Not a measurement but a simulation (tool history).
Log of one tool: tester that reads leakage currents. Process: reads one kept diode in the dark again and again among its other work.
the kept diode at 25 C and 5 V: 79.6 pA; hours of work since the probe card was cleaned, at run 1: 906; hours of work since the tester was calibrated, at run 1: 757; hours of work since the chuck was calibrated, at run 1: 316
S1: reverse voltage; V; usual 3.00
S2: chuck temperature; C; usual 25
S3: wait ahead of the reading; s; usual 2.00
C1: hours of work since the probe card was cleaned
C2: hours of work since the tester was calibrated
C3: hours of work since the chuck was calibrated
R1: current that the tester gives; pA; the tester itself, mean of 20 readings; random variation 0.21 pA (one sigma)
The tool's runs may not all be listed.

run 1 hour=0.0 | S1=3.00 S2=25 S3=2.00 | C1=906 C2=757 C3=316 | R1=73.02
run 2 hour=104.0 | S1=3.00 S2=25 S3=2.00 | C1=986 C2=838 C3=396 | R1=73.88
run 3 hour=190.8 | S1=3.00 S2=25 S3=2.00 | C1=1054 C2=906 C3=464 | R1=74.00
run 4 hour=306.5 | S1=3.00 S2=25 S3=2.00 | C1=1144 C2=996 C3=554 | R1=75.10
run 5 hour=404.5 | S1=3.00 S2=25 S3=2.00 | C1=1220 C2=1072 C3=630 | R1=75.78
-- hour=426.5 probe card cleaned and baked
run 6 hour=499.9 | S1=3.00 S2=25 S3=2.00 | C1=57 C2=1144 C3=702 | R1=70.98
run 7 hour=589.8 | S1=3.00 S2=25 S3=2.00 | C1=127 C2=1214 C3=772 | R1=71.32
run 8 hour=666.0 | S1=9.76 S2=25 S3=2.00 | C1=186 C2=1273 C3=831 | R1=109.61
run 9 hour=733.4 | S1=9.76 S2=25 S3=2.00 | C1=239 C2=1325 C3=884 | R1=111.59
run 10 hour=780.5 | S1=3.00 S2=25 S3=2.00 | C1=275 C2=1362 C3=920 | R1=72.56
run 11 hour=860.3 | S1=3.00 S2=25 S3=2.00 | C1=337 C2=1424 C3=982 | R1=73.44
run 12 hour=975.4 | S1=3.00 S2=25 S3=2.00 | C1=427 C2=1513 C3=1072 | R1=74.17
run 13 hour=1067.5 | S1=3.00 S2=25 S3=2.00 | C1=498 C2=1585 C3=1143 | R1=74.73
run 14 hour=1134.2 | S1=3.00 S2=25 S3=2.00 | C1=550 C2=1637 C3=1195 | R1=75.29
run 15 hour=1201.6 | S1=3.00 S2=25 S3=2.00 | C1=603 C2=1689 C3=1248 | R1=75.34
run 16 hour=1261.3 | S1=3.00 S2=33 S3=2.00 | C1=649 C2=1736 C3=1294 | R1=150.48
run 17 hour=1339.9 | S1=3.00 S2=33 S3=2.00 | C1=710 C2=1797 C3=1355 | R1=150.63
run 18 hour=1440.3 | S1=3.00 S2=33 S3=2.00 | C1=788 C2=1875 C3=1433 | R1=152.02
run 19 hour=1517.6 | S1=1.12 S2=37 S3=0.46 | C1=848 C2=1935 C3=1493 | R1=148.41
-- hour=1586.7 chuck's temperature calibrated
run 20 hour=1630.7 | S1=1.12 S2=37 S3=0.46 | C1=935 C2=2021 C3=34 | R1=134.64
run 21 hour=1744.0 | S1=7.52 S2=23 S3=3.11 | C1=1023 C2=2109 C3=122 | R1=88.66
run 22 hour=1834.2 | S1=7.52 S2=23 S3=3.11 | C1=1093 C2=2180 C3=192 | R1=89.39
run 23 hour=1884.2 | S1=6.48 S2=25 S3=0.63 | C1=1132 C2=2218 C3=231 | R1=99.66
run 24 hour=1968.3 | S1=6.48 S2=25 S3=0.63 | C1=1197 C2=2284 C3=297 | R1=101.29
-- hour=2017.4 probe card cleaned and baked
run 25 hour=2063.8 | S1=5.61 S2=30 S3=5.45 | C1=36 C2=2356 C3=369 | R1=132.31
run 26 hour=2117.2 | S1=3.00 S2=25 S3=0.52 | C1=78 C2=2397 C3=410 | R1=68.83
run 27 hour=2221.9 | S1=3.00 S2=25 S3=0.52 | C1=159 C2=2479 C3=492 | R1=69.81
run 28 hour=2301.6 | S1=3.00 S2=25 S3=0.52 | C1=221 C2=2541 C3=553 | R1=70.06
run 29 hour=2383.5 | S1=16.49 S2=31 S3=1.79 | C1=285 C2=2604 C3=617 | R1=218.58
run 30 hour=2431.1 | S1=3.00 S2=21 S3=7.94 | C1=322 C2=2641 C3=654 | R1=49.21
run 31 hour=2517.6 | S1=3.00 S2=41 S3=1.54 | C1=389 C2=2709 C3=721 | R1=272.04
-- hour=2582.0 tester calibrated
run 32 hour=2582.0 | S1=3.00 S2=31 S3=4.82 | C1=437 C2=0 C3=770 | R1=121.76
run 33 hour=2643.9 | S1=3.00 S2=31 S3=1.20 | C1=486 C2=48 C3=818 | R1=122.00

The same runs without the tool's hidden state, with the same run-to-run variation:
The hidden state here: stray current of the dirty probe card, pA a volt; current scale over the true one, %; true chuck temperature over the reading, C; drift of the gauge itself on leakage_pa, %.
run=1 R1=67.11
run=2 R1=67.19
run=3 R1=66.73
run=4 R1=66.94
run=5 R1=66.90
run=6 R1=67.25
run=7 R1=66.95
run=8 R1=100.69
run=9 R1=101.53
run=10 R1=66.80
run=11 R1=67.06
run=12 R1=66.97
run=13 R1=66.87
run=14 R1=66.96
run=15 R1=66.56
run=16 R1=135.54
run=17 R1=134.89
run=18 R1=135.13
run=19 R1=133.77
run=20 R1=134.34
run=21 R1=77.13
run=22 R1=76.78
run=23 R1=88.18
run=24 R1=88.71
run=25 R1=130.51
run=26 R1=67.48
run=27 R1=67.70
run=28 R1=67.39
run=29 R1=205.91
run=30 R1=46.24
run=31 R1=262.18
run=32 R1=113.99
run=33 R1=113.70

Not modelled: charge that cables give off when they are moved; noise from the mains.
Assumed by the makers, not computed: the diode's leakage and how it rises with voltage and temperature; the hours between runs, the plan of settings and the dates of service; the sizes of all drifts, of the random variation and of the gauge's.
